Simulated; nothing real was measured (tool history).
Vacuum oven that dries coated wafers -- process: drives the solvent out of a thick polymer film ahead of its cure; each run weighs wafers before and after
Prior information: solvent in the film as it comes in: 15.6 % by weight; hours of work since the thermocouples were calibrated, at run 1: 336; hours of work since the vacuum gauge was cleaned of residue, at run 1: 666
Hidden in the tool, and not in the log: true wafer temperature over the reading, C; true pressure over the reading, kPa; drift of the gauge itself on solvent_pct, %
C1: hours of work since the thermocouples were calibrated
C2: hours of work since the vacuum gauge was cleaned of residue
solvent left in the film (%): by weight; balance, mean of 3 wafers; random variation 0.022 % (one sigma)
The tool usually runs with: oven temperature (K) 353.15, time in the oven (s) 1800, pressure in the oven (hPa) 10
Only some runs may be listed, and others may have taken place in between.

Run 1, hour 0: usual settings; C1 336; C2 666. Result: solvent left in the film (%) 1.94.
Run 2, hour 22.4: usual settings; C1 348; C2 678. Result: solvent left in the film (%) 1.94.
Run 3, hour 51.2: usual settings; C1 365; C2 695. Result: solvent left in the film (%) 1.93.
Run 4, hour 82.4: usual settings; C1 382; C2 712. Result: solvent left in the film (%) 1.95.
Run 5, hour 102.4: usual settings; C1 394; C2 724. Result: solvent left in the film (%) 1.92.
Run 6, hour 129.2: usual settings; C1 409; C2 739. Result: solvent left in the film (%) 1.92.
Run 7, hour 148.8: usual settings; C1 420; C2 750. Result: solvent left in the film (%) 1.96.
Run 8, hour 168: usual settings but time in the oven (s) 2400; C1 431; C2 761. Result: solvent left in the film (%) 1.21.
Run 9, hour 186.4: usual settings but time in the oven (s) 2520; C1 441; C2 771. Result: solvent left in the film (%) 1.05.
Run 10, hour 216.1: usual settings but time in the oven (s) 2040; C1 458; C2 788. Result: solvent left in the film (%) 1.61.
Run 11, hour 232.4: usual settings but pressure in the oven (hPa) 8.4; C1 467; C2 797. Result: solvent left in the film (%) 1.85.
Run 12, hour 259.2: usual settings but oven temperature (K) 346.15; C1 483; C2 812. Result: solvent left in the film (%) 4.13.
Run 13, hour 279.1: usual settings but oven temperature (K) 346.15; C1 494; C2 824. Result: solvent left in the film (%) 4.12.
Run 14, hour 311.7: usual settings but oven temperature (K) 344.15; C1 512; C2 842. Result: solvent left in the film (%) 4.81.
Run 15, hour 343.7: usual settings but oven temperature (K) 344.15, time in the oven (s) 2580; C1 530; C2 860. Result: solvent left in the film (%) 3.33.
Run 16, hour 371.1: usual settings; C1 546; C2 876. Result: solvent left in the film (%) 1.97.
Run 17, hour 387.4: usual settings; C1 555; C2 885. Result: solvent left in the film (%) 1.92.
Run 18, hour 416.7: usual settings; C1 572; C2 902. Result: solvent left in the film (%) 1.96.
Run 19, hour 451.6: usual settings; C1 592; C2 922. Result: solvent left in the film (%) 1.99.
Run 20, hour 471.5: usual settings; C1 603; C2 933. Result: solvent left in the film (%) 1.94.
Run 21, hour 491.2: usual settings but time in the oven (s) 2700; C1 614; C2 944. Result: solvent left in the film (%) 0.96.
Run 22, hour 507: usual settings but time in the oven (s) 2700; C1 623; C2 953. Result: solvent left in the film (%) 0.99.
Run 23, hour 526.8: usual settings but time in the oven (s) 2700, pressure in the oven (hPa) 8.5; C1 634; C2 964. Result: solvent left in the film (%) 0.89.
Run 24, hour 546.8: usual settings but oven temperature (K) 341.15, time in the oven (s) 2700, pressure in the oven (hPa) 35.4; C1 646; C2 976. Result: solvent left in the film (%) 5.58.
Run 25, hour 566.7: usual settings but oven temperature (K) 354.15, time in the oven (s) 1080, pressure in the oven (hPa) 35.4; C1 657; C2 987. Result: solvent left in the film (%) 4.43.
Run 26, hour 583.7: usual settings but oven temperature (K) 354.15, time in the oven (s) 2460, pressure in the oven (hPa) 8.6; C1 667; C2 997. Result: solvent left in the film (%) 0.93.
Run 27, hour 619.8: usual settings but oven temperature (K) 339.15, time in the oven (s) 1620, pressure in the oven (hPa) 13.6; C1 687; C2 1017. Result: solvent left in the film (%) 7.28.
Run 28, hour 636.6: usual settings but oven temperature (K) 355.15, time in the oven (s) 2520, pressure in the oven (hPa) 11.3; C1 696; C2 1026. Result: solvent left in the film (%) 0.85.
Run 29, hour 651.4: usual settings but oven temperature (K) 355.15, time in the oven (s) 2520, pressure in the oven (hPa) 11.3; C1 705; C2 1035. Result: solvent left in the film (%) 0.87.
Run 30, hour 685.7: usual settings but oven temperature (K) 354.15, time in the oven (s) 2040, pressure in the oven (hPa) 11.3; C1 724; C2 1054. Result: solvent left in the film (%) 1.4.
Run 31, hour 720.8: usual settings but oven temperature (K) 347.15, time in the oven (s) 2400; C1 744; C2 1074. Result: solvent left in the film (%) 2.66.
Run 32, hour 738.9: usual settings but time in the oven (s) 1440, pressure in the oven (hPa) 25.9; C1 754; C2 1084. Result: solvent left in the film (%) 3.3.
Run 33, hour 757.9: usual settings but oven temperature (K) 347.15, time in the oven (s) 1980, pressure in the oven (hPa) 13.5; C1 765; C2 1095. Result: solvent left in the film (%) 3.52.
Run 34, hour 779.2: usual settings but oven temperature (K) 347.15, time in the oven (s) 1980, pressure in the oven (hPa) 13.5; C1 777; C2 1107. Result: solvent left in the film (%) 3.54.
Run 35, hour 803.2: usual settings but oven temperature (K) 347.15, time in the oven (s) 1980, pressure in the oven (hPa) 13.5; C1 791; C2 1121. Result: solvent left in the film (%) 3.58.
Run 36, hour 827.4: usual settings but oven temperature (K) 365.15, time in the oven (s) 2940, pressure in the oven (hPa) 13.9; C1 805; C2 1135. Result: solvent left in the film (%) 0.41.
Run 37, hour 844: usual settings but time in the oven (s) 1680, pressure in the oven (hPa) 38.9; C1 814; C2 1144. Result: solvent left in the film (%) 3.3.
Run 38, hour 876.5: usual settings but time in the oven (s) 1680, pressure in the oven (hPa) 38.9; C1 832; C2 1162. Result: solvent left in the film (%) 3.26.
At hour 898.5: oven's thermocouples calibrated.
Run 39, hour 900.3: usual settings but time in the oven (s) 1680, pressure in the oven (hPa) 38.9; C1 1; C2 1175. Result: solvent left in the film (%) 3.32.
Run 40, hour 917.5: usual settings but time in the oven (s) 1680, pressure in the oven (hPa) 38.9; C1 11; C2 1185. Result: solvent left in the film (%) 3.24.
Run 41, hour 938.4: usual settings but oven temperature (K) 358.15, time in the oven (s) 1560; C1 23; C2 1196. Result: solvent left in the film (%) 1.27.
Run 42, hour 969.1: usual settings but oven temperature (K) 341.15, time in the oven (s) 1920, pressure in the oven (hPa) 5.6; C1 40; C2 1214. Result: solvent left in the film (%) 5.46.
Run 43, hour 986.9: usual settings but oven temperature (K) 364.15, pressure in the oven (hPa) 6; C1 50; C2 1224. Result: solvent left in the film (%) 0.26.
Run 44, hour 1004.5: usual settings but oven temperature (K) 345.15, time in the oven (s) 1380, pressure in the oven (hPa) 21.4; C1 60; C2 1234. Result: solvent left in the film (%) 6.09.
Run 45, hour 1032.4: usual settings but oven temperature (K) 351.15, time in the oven (s) 1560, pressure in the oven (hPa) 32.9; C1 76; C2 1250. Result: solvent left in the film (%) 3.95.
Run 46, hour 1053.3: usual settings but oven temperature (K) 351.15, time in the oven (s) 1560, pressure in the oven (hPa) 32.9; C1 88; C2 1262. Result: solvent left in the film (%) 3.91.

Branching from run 46: 5 alternative next runs. What would each branch give?
Run A, hour 1081.1: usual settings but oven temperature (K) 368.15, time in the oven (s) 1080, pressure in the oven (hPa) 36.2; C1 104; C2 1277. Result: solvent left in the film (%) ?.
Run B, hour 1081.1: usual settings but oven temperature (K) 351.15, time in the oven (s) 1560, pressure in the oven (hPa) 35.5; C1 104; C2 1277. Result: solvent left in the film (%) ?.
Run C, hour 1081.1: usual settings but oven temperature (K) 351.15, time in the oven (s) 1560, pressure in the oven (hPa) 11.1; C1 104; C2 1277. Result: solvent left in the film (%) ?.
Run D, hour 1081.1: usual settings but oven temperature (K) 342.15, time in the oven (s) 1200, pressure in the oven (hPa) 13.4; C1 104; C2 1277. Result: solvent left in the film (%) ?.
Run E, hour 1081.1: usual settings but oven temperature (K) 357.15, time in the oven (s) 1080, pressure in the oven (hPa) 32.9; C1 104; C2 1277. Result: solvent left in the film (%) ?.

run  solvent left in the film (%)
  A                          1.19
  B                          4.04
  C                          3.04
  D                          7.43
  E                           3.4
Stripped of hidden state, with their random variation kept, the same runs would have yielded:
run  solvent left in the film (%)
  A                          1.18
  B                          4.04
  C                          3.04
  D                          7.43
  E                           3.4

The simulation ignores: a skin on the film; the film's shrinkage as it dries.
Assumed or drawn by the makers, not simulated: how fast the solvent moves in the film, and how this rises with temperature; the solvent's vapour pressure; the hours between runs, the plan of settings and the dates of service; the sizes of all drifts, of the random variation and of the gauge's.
